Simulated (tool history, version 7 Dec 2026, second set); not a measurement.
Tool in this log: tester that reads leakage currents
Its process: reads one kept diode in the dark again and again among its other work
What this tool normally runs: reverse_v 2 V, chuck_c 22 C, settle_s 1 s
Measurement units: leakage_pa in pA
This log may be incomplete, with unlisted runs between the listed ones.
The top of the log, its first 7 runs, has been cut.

run	hour	reverse_v	chuck_c	settle_s	hours of work since the probe card was cleaned	hours of work since the tester was calibrated	hours of work since the chuck was calibrated	leakage_pa
8	401.7	2	22	2.18	593	1433	492	39.69
9	477.9	1.18	22	1	630	1471	529	29.4
10	512.5	2	22	1	647	1488	546	39.89
11	554.4	2	45	1	668	1508	567	209.9
12	618.9	2	45	1	699	1540	598	209.7
13	680.8	2	22	1	730	1571	629	39.81
14	739.6	2	22	1	759	1599	658	39.7
15	821.6	2	22	1	799	1640	698	39.87
16	878.2	2	22	1	827	1668	726	39.89
17	914.6	2	23	1.89	845	1686	744	42.52
18	983.2	2	40	0.6	878	1719	778	147.04
19	1016.6	2	40	0.6	895	1736	794	146.22
# hour 1025.3: chuck's temperature calibrated
20	1071	7.43	30	1	921	1761	22	149.54
21	1137.9	7.43	30	1	954	1794	55	150.74
22	1187.8	7.43	30	1	978	1819	80	150.08
# hour 1223: chuck's temperature calibrated, once more
23	1241.2	7.43	30	1	1003	1844	9	162.9
24	1281	8.76	38	1.49	1023	1864	28	310.67
25	1326.5	10.35	28	0.82	1045	1886	51	172.73
26	1382.3	10.35	28	0.82	1073	1914	78	173.19
27	1457.9	10.35	28	0.82	1110	1951	116	174.35
# hour 1500.2: probe card cleaned and baked
28	1530.7	10.35	28	0.82	15	1985	150	153.56
29	1595	1.76	38	1	47	2017	181	120.43
30	1650.2	3.79	25	6.61	74	2044	209	68.87
31	1722.6	8.14	25	0.33	109	2079	244	109.54
32	1790.2	8.14	25	0.33	143	2113	277	109.68

Branching from run 32: 5 alternative next runs. What would each branch give?
A	1870.1	9.36	22	1.48	182	2152	317	?
B	1870.1	2.53	25	0.33	182	2152	317	?
C	1870.1	4.69	59	1.63	182	2152	317	?
D	1870.1	2.95	25	0.33	182	2152	317	?
E	1870.1	2	22	0.61	182	2152	317	?

run	leakage_pa
A	91.56
B	56.69
C	850.35
D	61.21
E	38.64
The same runs, with their run-to-run variation unchanged, on a tool lacking any hidden condition would have given:
run	leakage_pa
A	92.43
B	58.22
C	879.4
D	62.8
E	39.63
